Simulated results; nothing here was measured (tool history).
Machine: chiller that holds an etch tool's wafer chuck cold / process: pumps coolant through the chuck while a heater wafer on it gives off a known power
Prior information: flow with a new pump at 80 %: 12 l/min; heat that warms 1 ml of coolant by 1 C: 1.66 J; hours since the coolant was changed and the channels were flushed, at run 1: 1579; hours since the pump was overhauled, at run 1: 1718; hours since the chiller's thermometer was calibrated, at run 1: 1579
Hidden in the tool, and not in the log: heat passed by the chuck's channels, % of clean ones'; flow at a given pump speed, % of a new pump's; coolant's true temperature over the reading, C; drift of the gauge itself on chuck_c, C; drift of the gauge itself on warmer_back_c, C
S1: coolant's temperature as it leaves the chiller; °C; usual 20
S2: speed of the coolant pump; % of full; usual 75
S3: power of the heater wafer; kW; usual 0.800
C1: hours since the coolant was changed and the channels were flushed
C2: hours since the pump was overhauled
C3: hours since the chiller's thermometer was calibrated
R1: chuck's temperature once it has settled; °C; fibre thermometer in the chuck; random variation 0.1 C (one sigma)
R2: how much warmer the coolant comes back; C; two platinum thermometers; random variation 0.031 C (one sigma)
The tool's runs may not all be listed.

run,hour,S1,S2,S3,C1,C2,C3,R1,R2
1,0.0,20,75,0.800,1579,1718,1579,26.2,2.65
2,84.3,20,75,0.800,1663,1803,1663,26.1,2.71
3,170.7,20,75,0.800,1749,1889,1749,26.4,2.70
4,294.2,20,75,0.417,1873,2013,1873,22.9,1.44
5,430.1,20,75,0.417,2009,2149,2009,23.1,1.39
6,549.0,20,75,0.512,2127,2267,2127,23.8,1.71
7,673.5,20,75,0.512,2252,2392,2252,23.9,1.72
8,808.5,20,73,0.800,2387,2527,2387,26.4,2.79
9,890.8,20,75,0.655,2469,2609,2469,25.1,2.20
10,1006.0,20,75,0.655,2585,2724,2585,25.2,2.28
11,1102.3,20,75,0.655,2681,2821,2681,25.1,2.21
12,1180.5,20,75,0.655,2759,2899,2759,25.1,2.23
13,1245.7,20,75,0.655,2824,2964,2824,24.9,2.26
# hour 1259.7: coolant pump overhauled
14,1366.5,20,75,0.548,2940,107,2940,24.3,1.98
15,1461.7,20,62,0.800,3035,202,3035,27.7,3.45
16,1569.7,20,62,0.800,3143,310,3143,28.0,3.49
17,1708.7,17,67,0.800,3282,449,3282,24.5,3.27
# hour 1723.8: coolant pump overhauled, once more
18,1841.1,17,80,0.492,3410,117,3410,20.4,1.44
19,1981.2,17,80,0.492,3550,257,3550,20.3,1.48
20,2119.1,10,74,0.405,3688,395,3688,13.1,1.28
21,2185.3,10,74,0.405,3754,461,3754,13.0,1.31
22,2321.0,24,90,0.972,3890,597,3890,30.4,2.66
23,2424.0,20,67,0.800,3993,700,3993,26.7,2.93
24,2500.0,26,75,0.506,4069,776,4069,29.5,1.67
25,2635.2,26,75,0.506,4204,911,4204,29.7,1.66
# hour 2720.3: chiller's thermometer calibrated
26,2733.8,25,96,0.800,4301,1009,14,30.7,2.08
27,2819.5,25,96,0.800,4387,1095,99,30.5,2.06
28,2899.8,25,96,0.800,4467,1175,180,30.5,2.08
29,3039.3,14,91,1.176,4607,1314,319,22.5,3.18
30,3157.4,18,82,0.739,4725,1433,437,24.1,2.24
31,3240.8,18,82,0.739,4808,1516,521,24.0,2.24
32,3314.6,18,78,0.724,4882,1590,594,24.2,2.34

3 options for the next run, each taken on its own from the tool as it stands now. Forecast them:
A,3431.3,23,99,0.421,4999,1706,711,?,?
B,3431.3,13,61,0.605,4999,1706,711,?,?
C,3431.3,30,75,0.772,4999,1706,711,?,?

run,R1,R2
A,25.8,1.14
B,19.3,2.47
C,36.6,2.59
Take away the tool's hidden state, keep each run's random variation, and the runs would have read:
run,R1,R2
A,25.4,1.09
B,18.4,2.37
C,35.6,2.49

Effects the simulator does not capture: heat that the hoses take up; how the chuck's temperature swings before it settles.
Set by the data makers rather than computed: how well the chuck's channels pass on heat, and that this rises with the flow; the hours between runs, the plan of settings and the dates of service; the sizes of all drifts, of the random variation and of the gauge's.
